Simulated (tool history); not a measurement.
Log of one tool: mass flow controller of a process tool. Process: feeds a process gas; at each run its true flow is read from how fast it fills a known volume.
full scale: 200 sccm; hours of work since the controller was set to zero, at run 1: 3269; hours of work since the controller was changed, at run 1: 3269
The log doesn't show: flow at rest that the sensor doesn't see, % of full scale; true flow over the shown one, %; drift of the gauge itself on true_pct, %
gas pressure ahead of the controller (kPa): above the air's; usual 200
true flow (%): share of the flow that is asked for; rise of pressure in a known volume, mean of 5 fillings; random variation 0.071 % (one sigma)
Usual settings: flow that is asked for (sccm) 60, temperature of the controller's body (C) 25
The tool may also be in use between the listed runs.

| run | hour | flow that is asked for (sccm) | gas pressure ahead of the controller (kPa) | temperature of the controller's body (C) | hours of work since the controller was set to zero | hours of work since the controller was changed | true flow (%) |
|---|---|---|---|---|---|---|---|
| 1 | 0 | 60 | 200 | 25 | 3269 | 3269 | 99.8 |
| 2 | 146.7 | 60 | 200 | 25 | 3360 | 3360 | 99.7 |
| 3 | 373.6 | 60 | 200 | 25 | 3501 | 3501 | 99.85 |
| 4 | 616 | 83 | 200 | 25 | 3652 | 3652 | 99.81 |
| 5 | 750.4 | 83 | 200 | 25 | 3735 | 3735 | 99.95 |
| 6 | 997.2 | 185 | 200 | 25 | 3888 | 3888 | 100.18 |
| 7 | 1242.1 | 185 | 200 | 23 | 4041 | 4041 | 100.39 |
| 8 | 1379.3 | 185 | 200 | 23 | 4126 | 4126 | 100.41 |
| 9 | 1556.1 | 185 | 200 | 23 | 4236 | 4236 | 100.33 |
| 10 | 1718.8 | 60 | 158 | 25 | 4337 | 4337 | 100.37 |
| 11 | 1888.9 | 60 | 158 | 25 | 4443 | 4443 | 100.39 |
| 12 | 1999.4 | 60 | 158 | 25 | 4511 | 4511 | 100.45 |
| 13 | 2181.1 | 60 | 211 | 25 | 4624 | 4624 | 100.21 |
| 14 | 2389.2 | 60 | 211 | 25 | 4753 | 4753 | 100.26 |
| 15 | 2588 | 60 | 211 | 25 | 4877 | 4877 | 100.4 |
| 16 | 2761.6 | 60 | 211 | 25 | 4985 | 4985 | 100.3 |
| 17 | 2931.5 | 60 | 165 | 25 | 5090 | 5090 | 100.62 |
| 18 | 3126 | 60 | 165 | 25 | 5211 | 5211 | 100.65 |
|  | 3305.4 | gauge calibrated |
| 19 | 3310.5 | 60 | 165 | 25 | 5326 | 5326 | 99.89 |
| 20 | 3441.7 | 191 | 164 | 32 | 5407 | 5407 | 99.88 |
|  | 3578 | controller exchanged for a calibrated one |
| 21 | 3578 | 66 | 223 | 36 | 0 | 0 | 99.38 |
| 22 | 3806.6 | 60 | 264 | 38 | 142 | 142 | 99.07 |
| 23 | 4025 | 60 | 264 | 38 | 278 | 278 | 99.12 |
| 24 | 4232 | 60 | 183 | 32 | 406 | 406 | 99.77 |
| 25 | 4403.2 | 27 | 200 | 25 | 513 | 513 | 99.99 |
| 26 | 4584 | 27 | 200 | 25 | 625 | 625 | 100.02 |
| 27 | 4835.9 | 105 | 213 | 30 | 782 | 782 | 99.88 |
| 28 | 4952.5 | 23 | 256 | 28 | 854 | 854 | 99.65 |
| 29 | 5094.9 | 60 | 159 | 30 | 942 | 942 | 100.17 |
| 30 | 5268.1 | 60 | 159 | 27 | 1050 | 1050 | 100.29 |
| 31 | 5402.2 | 60 | 159 | 27 | 1133 | 1133 | 100.49 |
| 32 | 5577.4 | 127 | 200 | 23 | 1242 | 1242 | 100.42 |
| 33 | 5692.4 | 23 | 166 | 27 | 1314 | 1314 | 100.19 |
| 34 | 5945.1 | 23 | 180 | 27 | 1471 | 1471 | 100.29 |
| 35 | 6152.3 | 74 | 203 | 24 | 1599 | 1599 | 100.48 |

Forecast each of these 5 alternatives for the next run:
| A | 6391.4 | 34 | 177 | 21 | 1748 | 1748 | ? |
| B | 6391.4 | 74 | 187 | 24 | 1748 | 1748 | ? |
| C | 6391.4 | 35 | 203 | 34 | 1748 | 1748 | ? |
| D | 6391.4 | 74 | 170 | 32 | 1748 | 1748 | ? |
| E | 6391.4 | 74 | 187 | 31 | 1748 | 1748 | ? |

| run | true flow (%) |
|---|---|
| A | 100.64 |
| B | 100.57 |
| C | 100.16 |
| D | 100.31 |
| E | 100.3 |
Without the tool's hidden state the same runs would have given:
| run | true flow (%) |
|---|---|
| A | 99.95 |
| B | 99.88 |
| C | 99.48 |
| D | 99.63 |
| E | 99.62 |

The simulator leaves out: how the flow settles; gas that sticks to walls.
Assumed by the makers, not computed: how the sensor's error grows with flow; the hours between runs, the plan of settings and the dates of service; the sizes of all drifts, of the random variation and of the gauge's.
